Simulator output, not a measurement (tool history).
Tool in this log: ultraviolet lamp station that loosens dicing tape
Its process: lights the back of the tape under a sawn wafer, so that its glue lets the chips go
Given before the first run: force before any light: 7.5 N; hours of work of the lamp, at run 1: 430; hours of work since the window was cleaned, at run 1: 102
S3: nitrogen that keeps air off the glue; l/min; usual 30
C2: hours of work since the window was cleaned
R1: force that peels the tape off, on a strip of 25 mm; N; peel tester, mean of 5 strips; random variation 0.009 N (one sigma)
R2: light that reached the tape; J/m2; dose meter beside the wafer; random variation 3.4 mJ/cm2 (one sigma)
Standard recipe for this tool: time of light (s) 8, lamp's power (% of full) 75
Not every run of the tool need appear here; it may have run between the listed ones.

Run 1, day 0: usual settings; hours of work of the lamp 430; C2 102. Result: R1 0.576 N, R2 4470 J/m2.
Run 2, day 0.975: usual settings; hours of work of the lamp 441; C2 113. Result: R1 0.585 N, R2 4510 J/m2.
Run 3, day 1.458: usual settings; hours of work of the lamp 446; C2 118. Result: R1 0.637 N, R2 4450 J/m2.
Run 4, day 2.062: usual settings; hours of work of the lamp 453; C2 125. Result: R1 0.605 N, R2 4380 J/m2.
Run 5, day 3.021: usual settings; hours of work of the lamp 463; C2 136. Result: R1 0.608 N, R2 4350 J/m2.
Run 6, day 4.046: usual settings; hours of work of the lamp 475; C2 147. Result: R1 0.618 N, R2 4410 J/m2.
Run 7, day 4.471: usual settings; hours of work of the lamp 479; C2 152. Result: R1 0.623 N, R2 4330 J/m2.
Run 8, day 5.283: usual settings but lamp's power (% of full) 77; hours of work of the lamp 488; C2 161. Result: R1 0.604 N, R2 4410 J/m2.
Run 9, day 5.967: usual settings but lamp's power (% of full) 77; hours of work of the lamp 496; C2 169. Result: R1 0.615 N, R2 4390 J/m2.
Run 10, day 6.621: usual settings but lamp's power (% of full) 77; hours of work of the lamp 503; C2 176. Result: R1 0.605 N, R2 4430 J/m2.
Run 11, day 7.554: usual settings but time of light (s) 6; hours of work of the lamp 514; C2 186. Result: R1 1.076 N, R2 3170 J/m2.
Run 12, day 8.138: usual settings; hours of work of the lamp 520; C2 193. Result: R1 0.665 N, R2 4210 J/m2.
Run 13, day 9.112: usual settings; hours of work of the lamp 531; C2 204. Result: R1 0.672 N, R2 4160 J/m2.
Run 14, day 9.675: usual settings; hours of work of the lamp 537; C2 210. Result: R1 0.673 N, R2 4210 J/m2.
Run 15, day 10.392: usual settings; hours of work of the lamp 545; C2 218. Result: R1 0.69 N, R2 4190 J/m2.
Run 16, day 11.254: usual settings but time of light (s) 4; hours of work of the lamp 555; C2 227. Result: R1 2.166 N, R2 2080 J/m2.
Run 17, day 12.167: usual settings but time of light (s) 4; hours of work of the lamp 565; C2 237. Result: R1 2.172 N, R2 2010 J/m2.
Run 18, day 12.983: usual settings but time of light (s) 4; hours of work of the lamp 574; C2 246. Result: R1 2.145 N, R2 2060 J/m2.
Run 19, day 13.554: usual settings but lamp's power (% of full) 88; hours of work of the lamp 580; C2 253. Result: R1 0.538 N, R2 4750 J/m2.
Run 20, day 14.525: usual settings; hours of work of the lamp 591; C2 264. Result: R1 0.726 N, R2 4050 J/m2.
Run 21, day 15.188: usual settings; hours of work of the lamp 598; C2 271. Result: R1 0.742 N, R2 4070 J/m2.
Run 22, day 15.838: usual settings but time of light (s) 6; hours of work of the lamp 606; C2 278. Result: R1 1.237 N, R2 3020 J/m2.
Run 23, day 16.417: usual settings but time of light (s) 6; hours of work of the lamp 612; C2 285. Result: R1 1.254 N, R2 3010 J/m2.
Run 24, day 16.854: usual settings but time of light (s) 6, lamp's power (% of full) 76, S3 38 l/min; hours of work of the lamp 617; C2 289. Result: R1 1.127 N, R2 3050 J/m2.
Run 25, day 17.342: usual settings but time of light (s) 4, lamp's power (% of full) 78, S3 38 l/min; hours of work of the lamp 622; C2 295. Result: R1 2.001 N, R2 2060 J/m2.
Run 26, day 18.092: usual settings but time of light (s) 15, lamp's power (% of full) 66, S3 48 l/min; hours of work of the lamp 631; C2 303. Result: R1 0.213 N, R2 6510 J/m2.
Run 27, day 19.075: usual settings but time of light (s) 14, lamp's power (% of full) 74, S3 48 l/min; hours of work of the lamp 642; C2 314. Result: R1 0.19 N, R2 6740 J/m2.
Run 28, day 19.9: usual settings but time of light (s) 13, lamp's power (% of full) 80, S3 18 l/min; hours of work of the lamp 651; C2 323. Result: R1 0.304 N, R2 6840 J/m2.
Run 29, day 20.646: usual settings but time of light (s) 11; hours of work of the lamp 659; C2 332. Result: R1 0.416 N, R2 5340 J/m2.
Run 30, day 21.354: usual settings but time of light (s) 4, lamp's power (% of full) 88; hours of work of the lamp 667; C2 339. Result: R1 1.985 N, R2 2260 J/m2.
Run 31, day 22.275: usual settings but time of light (s) 5; hours of work of the lamp 677; C2 350. Result: R1 1.756 N, R2 2370 J/m2.
Run 32, day 22.912: usual settings but time of light (s) 5; hours of work of the lamp 684; C2 357. Result: R1 1.823 N, R2 2390 J/m2.
Run 33, day 23.529: usual settings but time of light (s) 5; hours of work of the lamp 691; C2 364. Result: R1 1.863 N, R2 2380 J/m2.
Run 34, day 24.554: usual settings but time of light (s) 4, lamp's power (% of full) 91, S3 49 l/min; hours of work of the lamp 702; C2 375. Result: R1 1.657 N, R2 2290 J/m2.
Run 35, day 25.3: usual settings but S3 43 l/min; hours of work of the lamp 711; C2 383. Result: R1 0.751 N, R2 3710 J/m2.
Run 36, day 25.9: usual settings but S3 43 l/min; hours of work of the lamp 717; C2 390. Result: R1 0.727 N, R2 3710 J/m2.
Run 37, day 26.375: usual settings but lamp's power (% of full) 61, S3 33 l/min; hours of work of the lamp 723; C2 395. Result: R1 1.215 N, R2 3000 J/m2.
Run 38, day 27.346: usual settings but lamp's power (% of full) 62, S3 26 l/min; hours of work of the lamp 733; C2 406. Result: R1 1.34 N, R2 2980 J/m2.
Run 39, day 28.358: usual settings but lamp's power (% of full) 62, S3 26 l/min; hours of work of the lamp 745; C2 417. Result: R1 1.348 N, R2 3010 J/m2.
Run 40, day 29.367: usual settings but lamp's power (% of full) 62, S3 26 l/min; hours of work of the lamp 756; C2 428. Result: R1 1.327 N, R2 3050 J/m2.
Run 41, day 30.058: usual settings but time of light (s) 13; hours of work of the lamp 763; C2 436. Result: R1 0.318 N, R2 5850 J/m2.
Run 42, day 30.662: usual settings but time of light (s) 13; hours of work of the lamp 770; C2 443. Result: R1 0.309 N, R2 5850 J/m2.
Run 43, day 31.396: usual settings but lamp's power (% of full) 69; hours of work of the lamp 778; C2 451. Result: R1 1.106 N, R2 3310 J/m2.

Each row is a separate what-if for the run after 43, all from the same tool condition, not one after another. Results?
Run A, day 31.896: usual settings but time of light (s) 6, lamp's power (% of full) 80, S3 24 l/min; hours of work of the lamp 784; C2 457. Result: R1 ?, R2 ?.
Run B, day 31.896: usual settings but time of light (s) 5, lamp's power (% of full) 97; hours of work of the lamp 784; C2 457. Result: R1 ?, R2 ?.
Run C, day 31.896: usual settings but lamp's power (% of full) 69, S3 31 l/min; hours of work of the lamp 784; C2 457. Result: R1 ?, R2 ?.
Run D, day 31.896: usual settings but lamp's power (% of full) 69, S3 39 l/min; hours of work of the lamp 784; C2 457. Result: R1 ?, R2 ?.
Run E, day 31.896: usual settings but time of light (s) 13, lamp's power (% of full) 62, S3 39 l/min; hours of work of the lamp 784; C2 457. Result: R1 ?, R2 ?.

run     R1    R2
  A  1.533  2870
  B  1.395  2870
  C  1.092  3300
  D  0.996  3270
  E  0.443  4810
With the hidden condition removed and each run's random variation left untouched, the same runs would have given:
run     R1    R2
  A  0.702  4400
  B  0.618  4420
  C  0.457  5050
  D  0.404  5010
  E  0.186  7400

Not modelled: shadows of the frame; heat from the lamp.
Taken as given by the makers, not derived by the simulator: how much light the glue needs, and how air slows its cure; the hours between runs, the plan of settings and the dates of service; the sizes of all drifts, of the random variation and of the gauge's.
